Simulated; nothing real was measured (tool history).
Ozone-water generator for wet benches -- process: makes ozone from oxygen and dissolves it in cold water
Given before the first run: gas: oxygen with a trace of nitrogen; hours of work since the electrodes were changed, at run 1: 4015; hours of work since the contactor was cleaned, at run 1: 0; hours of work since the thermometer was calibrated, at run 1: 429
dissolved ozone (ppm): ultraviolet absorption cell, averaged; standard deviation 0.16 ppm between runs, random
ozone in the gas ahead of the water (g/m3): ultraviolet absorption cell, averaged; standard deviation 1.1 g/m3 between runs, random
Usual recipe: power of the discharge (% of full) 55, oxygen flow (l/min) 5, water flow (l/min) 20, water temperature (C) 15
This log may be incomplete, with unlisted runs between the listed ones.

| run | hour | power of the discharge (% of full) | oxygen flow (l/min) | water flow (l/min) | water temperature (C) | hours of work since the electrodes were changed | hours of work since the contactor was cleaned | hours of work since the thermometer was calibrated | dissolved ozone (ppm) | ozone in the gas ahead of the water (g/m3) |
|---|---|---|---|---|---|---|---|---|---|---|
| 1 | 0 | 55 | 5 | 20 | 15 | 4015 | 0 | 429 | 20.1 | 193.2 |
| 2 | 83.7 | 55 | 5 | 20 | 15 | 4077 | 62 | 491 | 20.4 | 194.9 |
| 3 | 192.6 | 55 | 5 | 20 | 15 | 4157 | 142 | 571 | 20.1 | 193.3 |
| 4 | 333 | 55 | 5 | 20 | 15 | 4261 | 246 | 675 | 20.4 | 192.1 |
| 5 | 516 | 55 | 3.96 | 20 | 15 | 4396 | 381 | 810 | 19.8 | 219 |
| 6 | 637.8 | 61 | 3.96 | 20 | 15 | 4486 | 470 | 900 | 21.7 | 238.9 |
| 7 | 734.2 | 49 | 5 | 20 | 15 | 4557 | 542 | 971 | 18.4 | 172.8 |
| 8 | 857.3 | 49 | 5 | 20 | 15 | 4648 | 632 | 1062 | 18.6 | 172.4 |
| 9 | 1027 | 49 | 5 | 20 | 15 | 4773 | 758 | 1187 | 18.1 | 173.6 |
| 10 | 1200.4 | 55 | 7.94 | 20 | 15 | 4901 | 886 | 1315 | 20.5 | 149.9 |
| 11 | 1282 | 55 | 7.94 | 20 | 15 | 4961 | 946 | 1375 | 20.3 | 149.1 |
| 12 | 1434.7 | 55 | 7.94 | 20 | 15 | 5074 | 1058 | 1488 | 20.5 | 149.5 |
| 13 | 1611.1 | 55 | 7.94 | 20 | 15 | 5204 | 1188 | 1618 | 20.2 | 151.1 |
| 14 | 1711.7 | 55 | 7.94 | 20 | 15 | 5278 | 1263 | 1692 | 20.4 | 149 |
| 15 | 1799.1 | 55 | 6.7 | 20 | 15 | 5342 | 1327 | 1756 | 20.6 | 163.9 |
| 16 | 1962.1 | 55 | 6.7 | 20 | 15 | 5463 | 1447 | 1877 | 20.4 | 163.3 |
| 17 | 2060.5 | 55 | 6.7 | 20 | 15 | 5535 | 1520 | 1949 | 20.3 | 161.3 |
| 18 | 2223.4 | 55 | 6.7 | 20 | 15 | 5655 | 1640 | 2069 | 20.5 | 163.2 |
|  | 2294 | electrodes of the discharge changed |
| 19 | 2322.4 | 47 | 7.49 | 20 | 15 | 21 | 1709 | 2138 | 17.7 | 133 |
| 20 | 2464 | 47 | 7.49 | 20 | 15 | 125 | 1813 | 2242 | 17.7 | 132.6 |
|  | 2569.1 | contactor cleaned |
| 21 | 2622.9 | 47 | 6.14 | 20 | 15 | 240 | 40 | 2357 | 17.8 | 147.9 |
| 22 | 2739.4 | 55 | 6.74 | 20 | 11 | 326 | 126 | 2443 | 21.7 | 162.3 |
| 23 | 2919.2 | 55 | 6.74 | 20 | 11 | 458 | 258 | 2575 | 21.9 | 161.8 |
| 24 | 3097.5 | 55 | 5.58 | 20 | 11 | 590 | 390 | 2707 | 21.8 | 179.2 |
| 25 | 3225.1 | 47 | 2.66 | 20 | 15 | 684 | 484 | 2801 | 16.4 | 228 |
|  | 3352.3 | gauge calibrated |
| 26 | 3369.1 | 47 | 3.15 | 19 | 21 | 790 | 590 | 2907 | 16.5 | 213.6 |
| 27 | 3533.7 | 78 | 4.28 | 26 | 15 | 912 | 712 | 3029 | 21 | 291.6 |
| 28 | 3724.2 | 83 | 5 | 20 | 15 | 1052 | 852 | 3169 | 29.9 | 282.4 |
| 29 | 3890.9 | 83 | 4.96 | 30 | 15 | 1175 | 975 | 3292 | 19.7 | 286.5 |
| 30 | 4004.9 | 48 | 3.61 | 22 | 15 | 1259 | 1059 | 3376 | 15.8 | 201.2 |
| 31 | 4095.9 | 90 | 8.43 | 13 | 10 | 1326 | 1126 | 3443 | 49.3 | 231.6 |
| 32 | 4271.9 | 90 | 8.43 | 13 | 10 | 1456 | 1256 | 3573 | 48.7 | 230.9 |

Branching from run 32: 3 alternative next runs. What would each branch give?
| A | 4451.4 | 55 | 5 | 20 | 21 | 1588 | 1389 | 3706 | ? | ? |
| B | 4451.4 | 51 | 4.42 | 29 | 10 | 1588 | 1389 | 3706 | ? | ? |
| C | 4451.4 | 55 | 5 | 24 | 16 | 1588 | 1389 | 3706 | ? | ? |

| run | dissolved ozone (ppm) | ozone in the gas ahead of the water (g/m3) |
|---|---|---|
| A | 18.5 | 191.3 |
| B | 13.3 | 192.4 |
| C | 16.6 | 189.2 |
What these runs would have given with no unlogged condition in the tool:
| run | dissolved ozone (ppm) | ozone in the gas ahead of the water (g/m3) |
|---|---|---|
| A | 18.5 | 193.3 |
| B | 13.3 | 194.4 |
| C | 16.6 | 191.1 |
